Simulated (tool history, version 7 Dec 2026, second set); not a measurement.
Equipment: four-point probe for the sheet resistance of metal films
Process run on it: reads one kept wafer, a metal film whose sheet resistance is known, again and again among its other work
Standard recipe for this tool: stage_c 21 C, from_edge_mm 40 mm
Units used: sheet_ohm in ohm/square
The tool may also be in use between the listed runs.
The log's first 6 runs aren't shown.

run,hour,stage_c,from_edge_mm,touches since the probe head was changed,hours of work since the stage's thermometer was calibrated,sheet_ohm
7,384.7,23,40,42069,947,2.460039
8,428.1,23,40,44303,975,2.460452
9,522.3,23,40,49149,1036,2.462577
10,619.9,26,40,54173,1100,2.463815
11,723.4,26,40,59497,1167,2.465152
12,808.3,26,40,63865,1222,2.466332
13,859.7,26,40,66509,1255,2.467520
14,907.1,21,40,68946,1286,2.471262
15,951.0,21,40,71208,1314,2.471199
16,1043.0,21,7,75938,1374,2.479548
# hour 1051.6: new probe head fitted
17,1102.8,21,7,2635,1412,2.477317
18,1178.0,21,7,6506,1461,2.479175
19,1223.5,21,7,8844,1490,2.479852
20,1291.3,21,13,12331,1534,2.476718
21,1371.2,21,6,16445,1586,2.484873
22,1469.3,21,6,21491,1650,2.486522
23,1527.2,29,16,24469,1687,2.476817
24,1573.8,29,16,26867,1717,2.477393
# hour 1616.1: stage's thermometer calibrated
25,1679.8,29,16,32296,41,2.475826

Run 26 is up next; what results do you expect?
26,1781.2,25,21,37514,107,?

sheet_ohm: 2.479057 ohm/square
Had the tool carried no hidden state, the very same run would have given sheet_ohm 2.465139 ohm/square.
